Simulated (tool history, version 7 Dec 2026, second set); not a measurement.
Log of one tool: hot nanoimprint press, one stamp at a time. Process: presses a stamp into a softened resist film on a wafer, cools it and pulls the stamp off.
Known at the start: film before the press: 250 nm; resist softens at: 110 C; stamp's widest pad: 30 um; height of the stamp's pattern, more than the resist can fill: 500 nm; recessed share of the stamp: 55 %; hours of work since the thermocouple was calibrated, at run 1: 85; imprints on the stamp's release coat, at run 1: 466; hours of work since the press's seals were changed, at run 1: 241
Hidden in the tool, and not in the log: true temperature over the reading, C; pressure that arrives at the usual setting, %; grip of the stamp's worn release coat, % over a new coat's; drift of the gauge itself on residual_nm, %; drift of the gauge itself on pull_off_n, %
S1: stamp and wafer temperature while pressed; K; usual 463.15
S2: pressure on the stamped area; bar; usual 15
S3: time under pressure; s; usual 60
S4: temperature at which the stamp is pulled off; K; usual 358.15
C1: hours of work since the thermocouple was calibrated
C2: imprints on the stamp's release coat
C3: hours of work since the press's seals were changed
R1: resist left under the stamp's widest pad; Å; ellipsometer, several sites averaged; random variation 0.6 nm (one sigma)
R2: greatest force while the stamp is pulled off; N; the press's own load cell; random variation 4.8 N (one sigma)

Run 1, hour 0: usual settings; C1 85; C2 466; C3 241. Result: R1 983 Å, R2 263 N.
Run 2, hour 14.4: usual settings; C1 94; C2 531; C3 250. Result: R1 986 Å, R2 258 N.
Run 3, hour 23.4: usual settings; C1 100; C2 571; C3 256. Result: R1 998 Å, R2 264 N.
Run 4, hour 36.8: usual settings; C1 108; C2 631; C3 265. Result: R1 995 Å, R2 266 N.
Run 5, hour 48.5: usual settings; C1 116; C2 683; C3 272. Result: R1 973 Å, R2 282 N.
At hour 52.6: plate thermocouple calibrated.
Run 6, hour 69: usual settings; C1 10; C2 761; C3 283. Result: R1 975 Å, R2 276 N.
Run 7, hour 78.3: usual settings but S1 454.15 K, S2 9.5 bar, S3 38 s, S4 345.15 K; C1 16; C2 803; C3 289. Result: R1 1811 Å, R2 374 N.
At hour 88.6: stamp cleaned and given a new release coat.
Run 8, hour 101.2: usual settings but S1 454.15 K, S2 9.5 bar, S3 38 s, S4 345.15 K; C1 27; C2 56; C3 299. Result: R1 1813 Å, R2 312 N.
At hour 114.1: plate thermocouple calibrated, once more.
Run 9, hour 120.8: usual settings but S2 21.1 bar, S3 80 s, S4 349.15 K; C1 4; C2 130; C3 310. Result: R1 761 Å, R2 298 N.
Run 10, hour 130.7: usual settings but S2 21.1 bar, S3 80 s, S4 349.15 K; C1 10; C2 175; C3 316. Result: R1 758 Å, R2 304 N.

Forecast each of these 5 alternatives for the next run:
Run A, hour 146.4: usual settings but S4 345.15 K; C1 20; C2 245; C3 326. Result: R1 ?, R2 ?.
Run B, hour 146.4: usual settings but S2 21.1 bar, S3 34 s, S4 349.15 K; C1 20; C2 245; C3 326. Result: R1 ?, R2 ?.
Run C, hour 146.4: usual settings but S1 461.15 K, S2 9.6 bar, S4 351.15 K; C1 20; C2 245; C3 326. Result: R1 ?, R2 ?.
Run D, hour 146.4: usual settings but S2 21.1 bar, S3 80 s, S4 351.15 K; C1 20; C2 245; C3 326. Result: R1 ?, R2 ?.
Run E, hour 146.4: usual settings but S3 35 s; C1 20; C2 245; C3 326. Result: R1 ?, R2 ?.

run    R1   R2
  A  1017  321
  B  1078  307
  C  1324  288
  D   756  292
  E  1223  248
Without the tool's hidden state the same runs would have given:
run    R1   R2
  A   999  302
  B  1054  288
  C  1310  271
  D   737  275
  E  1204  233

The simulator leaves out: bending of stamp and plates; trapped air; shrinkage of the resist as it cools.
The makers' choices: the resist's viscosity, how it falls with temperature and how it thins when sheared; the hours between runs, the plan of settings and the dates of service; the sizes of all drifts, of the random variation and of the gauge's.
